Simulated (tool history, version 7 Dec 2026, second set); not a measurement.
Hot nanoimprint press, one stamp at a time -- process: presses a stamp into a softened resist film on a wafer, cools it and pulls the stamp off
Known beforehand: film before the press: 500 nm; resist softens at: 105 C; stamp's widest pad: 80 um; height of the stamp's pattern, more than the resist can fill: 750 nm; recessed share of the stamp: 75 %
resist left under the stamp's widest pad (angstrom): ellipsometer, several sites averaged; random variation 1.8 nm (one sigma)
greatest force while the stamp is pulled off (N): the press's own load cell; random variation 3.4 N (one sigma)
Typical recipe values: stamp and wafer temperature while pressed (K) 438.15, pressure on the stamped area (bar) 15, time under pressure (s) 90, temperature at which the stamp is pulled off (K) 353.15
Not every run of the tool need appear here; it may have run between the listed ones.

run   hour  stamp and wafer temperature while pressed (K)  pressure on the stamped area (bar)  time under pressure (s)  temperature at which the stamp is pulled off (K)  resist left under the stamp's widest pad (angstrom)  greatest force while the stamp is pulled off (N)
  1      0                                         438.15                                  15                       90                                            353.15                                                 2975                                               239
  2   25.4                                         438.15                                  15                       90                                            353.15                                                 3003                                               246
  3   50.5                                         438.15                                  15                       48                                            353.15                                                 3561                                               265
  4   65.6                                         438.15                                  15                       48                                            353.15                                                 3530                                               261
      96.9  -- plate thermocouple calibrated
  5   97.9                                         438.15                                  15                       48                                            353.15                                                 3451                                               261
  6  128.5                                         438.15                                  15                       90                                            353.15                                                 2902                                               269
  7  141.4                                         438.15                                  15                       90                                            343.15                                                 2916                                               335
  8  162.3                                         438.15                                  15                       90                                            343.15                                                 2919                                               326
  9  193.5                                         438.15                                  15                       90                                            343.15                                                 2919                                               352
 10  216.8                                         438.15                                  15                       90                                            343.15                                                 2947                                               361
       225  -- stamp cleaned and given a new release coat
 11  245.2                                         438.15                                  15                       90                                            343.15                                                 2933                                               199
 12  273.3                                         446.15                                20.9                       90                                            359.15                                                 1640                                               155
 13  290.3                                         446.15                                20.9                       90                                            359.15                                                 1647                                               157
 14    313                                         449.15                                  15                       89                                            353.15                                                 1627                                               191
 15  332.4                                         427.15                                  15                       90                                            353.15                                                 4379                                               196
 16  362.1                                         427.15                                  15                       90                                            353.15                                                 4407                                               204
 17  389.1                                         449.15                                  15                       90                                            342.15                                                 1630                                               252
 18    403                                         449.15                                  15                       90                                            342.15                                                 1648                                               253
 19  423.6                                         449.15                                13.7                      124                                            348.15                                                 1502                                               224
 20  437.4                                         438.15                                  15                       78                                            353.15                                                 3129                                               224
 21  461.8                                         438.15                                  15                      155                                            353.15                                                 2521                                               236
 22  480.7                                         438.15                                  15                      155                                            353.15                                                 2496                                               236

Table of differences, measured result less the result of that run with no hidden state. Run-to-run variation is the same in both. Gauge scatter possibly is not:
Hidden state at play: true temperature over the reading, C; pressure that arrives at the usual setting, %; grip of the stamp's worn release coat, % over a new coat's; drift of the gauge itself on residual_nm, %; drift of the gauge itself on pull_off_n, %.
run  resist left under the stamp's widest pad (angstrom)  greatest force while the stamp is pulled off (N)
  1                                                 +114                                               +75
  2                                                 +121                                               +83
  3                                                 +118                                               +95
  4                                                 +121                                               +96
  5                                                  +38                                              +100
  6                                                  +47                                              +109
  7                                                  +50                                              +138
  8                                                  +55                                              +140
  9                                                  +62                                              +157
 10                                                  +68                                              +167
 11                                                  +73                                                +7
 12                                                  +60                                               +12
 13                                                  +63                                               +16
 14                                                  +58                                               +24
 15                                                  +58                                               +30
 16                                                  +63                                               +38
 17                                                  +69                                               +54
 18                                                  +71                                               +58
 19                                                  +68                                               +57
 20                                                 +117                                               +60
 21                                                 +118                                               +68
 22                                                 +121                                               +72
